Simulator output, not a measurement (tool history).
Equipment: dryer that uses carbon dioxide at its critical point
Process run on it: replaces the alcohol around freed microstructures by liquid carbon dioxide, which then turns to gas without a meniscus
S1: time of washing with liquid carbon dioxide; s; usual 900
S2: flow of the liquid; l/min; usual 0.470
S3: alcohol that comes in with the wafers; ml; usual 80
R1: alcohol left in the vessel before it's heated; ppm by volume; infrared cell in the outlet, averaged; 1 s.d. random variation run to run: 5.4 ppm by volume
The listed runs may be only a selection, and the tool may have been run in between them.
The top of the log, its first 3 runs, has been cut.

Run 4, hour 77.5: usual settings but S2 0.433 l/min, S3 65 ml. Result: R1 302 ppm by volume.
Run 5, hour 103.7: usual settings but S2 0.433 l/min, S3 65 ml. Result: R1 318 ppm by volume.
Run 6, hour 153.4: usual settings but S2 0.433 l/min, S3 65 ml. Result: R1 310 ppm by volume.
Run 7, hour 201.3: usual settings but S2 0.433 l/min, S3 65 ml. Result: R1 330 ppm by volume.
Run 8, hour 232.7: usual settings but S2 0.433 l/min, S3 65 ml. Result: R1 352 ppm by volume.
Run 9, hour 284.9: usual settings but S1 840 s, S2 0.433 l/min, S3 65 ml. Result: R1 478 ppm by volume.
Run 10, hour 325.6: usual settings but S1 840 s, S2 0.433 l/min, S3 65 ml. Result: R1 497 ppm by volume.
Run 11, hour 377.0: usual settings but S1 840 s, S2 0.433 l/min, S3 65 ml. Result: R1 515 ppm by volume.
Run 12, hour 398.3: usual settings but S1 840 s, S2 0.433 l/min, S3 65 ml. Result: R1 523 ppm by volume.
Run 13, hour 427.3: usual settings but S1 840 s, S2 0.433 l/min, S3 65 ml. Result: R1 543 ppm by volume.
Run 14, hour 456.1: usual settings but S3 50 ml. Result: R1 230 ppm by volume.
Run 15, hour 508.9: usual settings but S3 50 ml. Result: R1 241 ppm by volume.
Run 16, hour 548.2: usual settings. Result: R1 354 ppm by volume.
At hour 565.3: inlet filter changed.
Run 17, hour 588.2: usual settings. Result: R1 214 ppm by volume.
Run 18, hour 624.3: usual settings. Result: R1 225 ppm by volume.
Run 19, hour 655.7: usual settings. Result: R1 227 ppm by volume.
Run 20, hour 700.0: usual settings but S1 1080 s. Result: R1 120 ppm by volume.
Run 21, hour 726.1: usual settings but S1 1080 s. Result: R1 117 ppm by volume.
Run 22, hour 772.2: usual settings. Result: R1 239 ppm by volume.
Run 23, hour 797.7: usual settings. Result: R1 256 ppm by volume.
Run 24, hour 819.7: usual settings. Result: R1 246 ppm by volume.
Run 25, hour 841.1: usual settings but S1 1260 s, S2 0.505 l/min, S3 57 ml. Result: R1 95 ppm by volume.

The next listed run, before its measurement:
Run 26, hour 878.3: usual settings but S1 1260 s, S2 0.505 l/min, S3 57 ml. Result: R1 ?.

R1: 84 ppm by volume
On a tool with no hidden condition, and with the same random variation, this run would have come out at R1 1 ppm by volume.
